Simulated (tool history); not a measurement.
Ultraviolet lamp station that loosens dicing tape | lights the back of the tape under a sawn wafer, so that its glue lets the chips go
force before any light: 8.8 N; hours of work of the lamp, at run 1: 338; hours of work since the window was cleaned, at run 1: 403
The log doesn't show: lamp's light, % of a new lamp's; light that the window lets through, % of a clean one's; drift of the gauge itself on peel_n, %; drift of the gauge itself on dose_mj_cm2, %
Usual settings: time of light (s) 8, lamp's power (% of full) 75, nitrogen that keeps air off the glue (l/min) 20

run    hour  time of light (s)  lamp's power (% of full)  nitrogen that keeps air off the glue (l/min)  hours of work of the lamp  hours of work since the window was cleaned  force that peels the tape off (N)  light that reached the tape (J/m2)
  1       0                  8                        75                                            20                        338                                         403                              1.083                                1870
       16.9  -- window cleaned of glue's vapour
  2    41.2                  8                        75                                            16                        367                                          18                              0.988                                2110
  3    74.6                 10                        75                                            16                        391                                          42                              0.651                                2570
  4   128.8                 10                        75                                            16                        430                                          81                              0.693                                2550
  5   190.5                 10                        75                                            16                        475                                         125                              0.771                                2440
  6   237.9                 10                        83                                            16                        509                                         160                              0.626                                2620
  7   285.3                  8                        75                                            39                        543                                         194                              0.713                                1840
  8   322.7                  8                        75                                            39                        570                                         221                              0.726                                1850
  9   373.3                  8                        75                                            11                        607                                         258                              1.763                                1750
 10   434.7                  8                        81                                            20                        651                                         302                              1.136                                1820
 11   482.7                  8                        75                                            20                        686                                         337                              1.403                                1640
 12   509.9                  6                        75                                            20                        706                                         356                              2.245                                1250
 13   560.7                  8                        75                                            20                        743                                         393                              1.532                                1580
      588.8  -- window cleaned of glue's vapour
 14   590.6                  4                        75                                            20                        764                                           1                              3.078                                 930
 15   633.5                  4                        75                                            20                        795                                          32                              3.173                                 870
 16   674.1                  4                        75                                            20                        824                                          62                              3.318                                 880
 17   709.1                  4                        75                                            20                        849                                          87                              3.381                                 820
 18   754.4                  4                        75                                            20                        882                                         120                              3.431                                 830
 19   782.1                 12                        75                                            20                        902                                         140                              0.647                                2400
 20     813                  6                        75                                            20                        925                                         162                              2.156                                1170
 21   841.6                  8                        86                                            20                        945                                         183                              1.188                                1810
 22   900.3                  8                        76                                            20                        988                                         225                              1.603                                1510
 23   959.1                  8                        76                                            20                       1030                                         268                              1.717                                1450
 24   998.1                  8                        76                                            21                       1058                                         296                               1.74                                1440
 25  1025.3                  8                        76                                            21                       1078                                         316                              1.778                                1380
 26  1063.7                  8                        72                                            21                       1106                                         343                              1.959                                1260
 27  1105.3                  8                        72                                            21                       1136                                         373                              2.035                                1260
 28  1144.5                  8                        72                                            21                       1164                                         402                               2.17                                1230
       1162  -- window cleaned of glue's vapour
 29  1173.5                  8                        99                                            14                       1185                                           8                              1.364                                1920
 30    1213                  8                        97                                            14                       1213                                          37                              1.421                                1820
 31  1278.5                  8                        97                                            14                       1261                                          84                              1.686                                1740
 32    1342                  8                        63                                            35                       1307                                         130                              1.953                                1070
 33  1378.8                  8                        83                                            20                       1333                                         157                              1.809                                1380
 34  1413.2                  8                        93                                            27                       1358                                         182                              1.272                                1510
     1420.3  -- lamp changed
 35  1476.4                  8                        62                                             7                         41                                         227                              2.176                                1800
 36  1503.4                  8                        65                                             6                         60                                         246                              2.264                                1900
 37    1560                  8                        89                                             9                        101                                         287                              1.107                                2530
 38    1608                  5                        75                                            11                        136                                         322                              2.729                                1310
 39  1641.6                  5                        75                                            11                        160                                         346                              2.675                                1300
 40    1695                  6                        83                                             7                        199                                         385                              2.486                                1660
     1738.5  -- window cleaned of glue's vapour
 41  1745.5                  5                        75                                            24                        235                                           5                              1.605                                1430
 42  1783.3                  5                        75                                            24                        262                                          32                              1.665                                1420
 43  1846.5                  5                        75                                            24                        308                                          78                              1.701                                1320
 44  1874.6                  6                        75                                            20                        328                                          98                              1.464                                1630

The same runs without the tool's hidden state, with the same run-to-run variation:
run  force that peels the tape off (N)  light that reached the tape (J/m2)
  1                              0.577                                2510
  2                              0.689                                2500
  3                              0.418                                3110
  4                               0.42                                3150
  5                              0.437                                3130
  6                              0.329                                3450
  7                              0.347                                2490
  8                               0.34                                2540
  9                              0.944                                2500
 10                              0.486                                2690
 11                              0.592                                2490
 12                              1.092                                1920
 13                              0.596                                2520
 14                              2.091                                1280
 15                                2.1                                1240
 16                              2.142                                1270
 17                              2.138                                1230
 18                              2.117                                1260
 19                              0.236                                3730
 20                              1.021                                1860
 21                              0.418                                2910
 22                              0.572                                2540
 23                              0.573                                2530
 24                              0.547                                2550
 25                              0.541                                2530
 26                              0.603                                2370
 27                              0.598                                2410
 28                              0.615                                2420
 29                              0.427                                3290
 30                              0.435                                3210
 31                              0.481                                3210
 32                              0.557                                2090
 33                              0.461                                2740
 34                              0.263                                3080
 35                              1.879                                2000
 36                              1.924                                2140
 37                              0.821                                2930
 38                              2.195                                1550
 39                               2.11                                1580
 40                              1.848                                2070
 41                              1.371                                1570
 42                              1.375                                1590
 43                              1.335                                1530
 44                              1.093                                1900
